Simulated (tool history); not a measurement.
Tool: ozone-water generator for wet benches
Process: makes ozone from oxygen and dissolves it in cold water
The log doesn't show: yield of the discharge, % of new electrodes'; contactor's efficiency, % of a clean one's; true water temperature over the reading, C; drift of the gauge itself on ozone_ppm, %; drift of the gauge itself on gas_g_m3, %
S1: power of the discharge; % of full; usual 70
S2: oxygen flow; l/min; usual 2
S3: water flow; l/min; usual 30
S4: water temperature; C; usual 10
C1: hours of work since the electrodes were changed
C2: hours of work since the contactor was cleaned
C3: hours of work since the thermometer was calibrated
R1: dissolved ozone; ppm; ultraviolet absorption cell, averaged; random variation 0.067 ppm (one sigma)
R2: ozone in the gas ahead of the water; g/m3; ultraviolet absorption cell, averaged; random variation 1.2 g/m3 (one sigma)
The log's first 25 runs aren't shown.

{"run": 26, "hour": 2889.1, "S1": 46, "S2": 1.7, "S3": 24, "S4": 10, "C1": 2997, "C2": 6067, "C3": 395, "R1": 6.8, "R2": 171.8}
{"run": 27, "hour": 3017.6, "S1": 46, "S2": 1.7, "S3": 24, "S4": 10, "C1": 3096, "C2": 6166, "C3": 494, "R1": 6.87, "R2": 170.6}
{"run": 28, "hour": 3157.6, "S1": 90, "S2": 1.41, "S3": 25, "S4": 12, "C1": 3204, "C2": 6274, "C3": 602, "R1": 11.71, "R2": 367.8}
{"run": 29, "hour": 3228.6, "S1": 70, "S2": 3.5, "S3": 30, "S4": 10, "C1": 3259, "C2": 6328, "C3": 657, "R1": 8.84, "R2": 154}
{"run": 30, "hour": 3331.4, "S1": 70, "S2": 3.5, "S3": 30, "S4": 10, "C1": 3338, "C2": 6408, "C3": 737, "R1": 8.69, "R2": 155}
{"run": 31, "hour": 3414.2, "S1": 70, "S2": 3.5, "S3": 30, "S4": 10, "C1": 3402, "C2": 6472, "C3": 800, "R1": 8.73, "R2": 154.5}
{"run": 32, "hour": 3483.6, "S1": 70, "S2": 3.5, "S3": 44, "S4": 10, "C1": 3455, "C2": 6525, "C3": 854, "R1": 5.84, "R2": 154.9}
{"run": 33, "hour": 3585.1, "S1": 64, "S2": 2, "S3": 34, "S4": 10, "C1": 3534, "C2": 6603, "C3": 932, "R1": 6.47, "R2": 211.6}

4 ways to go on from here, each from the tool as it stands after run 33. What would each give?
{"run": "A", "hour": 3682.8, "S1": 44, "S2": 2.47, "S3": 37, "S4": 10, "C1": 3609, "C2": 6679, "C3": 1008, "R1": "?", "R2": "?"}
{"run": "B", "hour": 3682.8, "S1": 70, "S2": 2, "S3": 30, "S4": 15, "C1": 3609, "C2": 6679, "C3": 1008, "R1": "?", "R2": "?"}
{"run": "C", "hour": 3682.8, "S1": 70, "S2": 2, "S3": 27, "S4": 10, "C1": 3609, "C2": 6679, "C3": 1008, "R1": "?", "R2": "?"}
{"run": "D", "hour": 3682.8, "S1": 46, "S2": 2, "S3": 30, "S4": 5, "C1": 3609, "C2": 6679, "C3": 1008, "R1": "?", "R2": "?"}

run=A R1=4.31 R2=129.1
run=B R1=7.96 R2=229.4
run=C R1=9.21 R2=230.5
run=D R1=5.58 R2=156
Without the tool's hidden state the same runs would have given:
run=A R1=4.33 R2=124.8
run=B R1=7.99 R2=221.9
run=C R1=9.24 R2=223
run=D R1=5.59 R2=150.9

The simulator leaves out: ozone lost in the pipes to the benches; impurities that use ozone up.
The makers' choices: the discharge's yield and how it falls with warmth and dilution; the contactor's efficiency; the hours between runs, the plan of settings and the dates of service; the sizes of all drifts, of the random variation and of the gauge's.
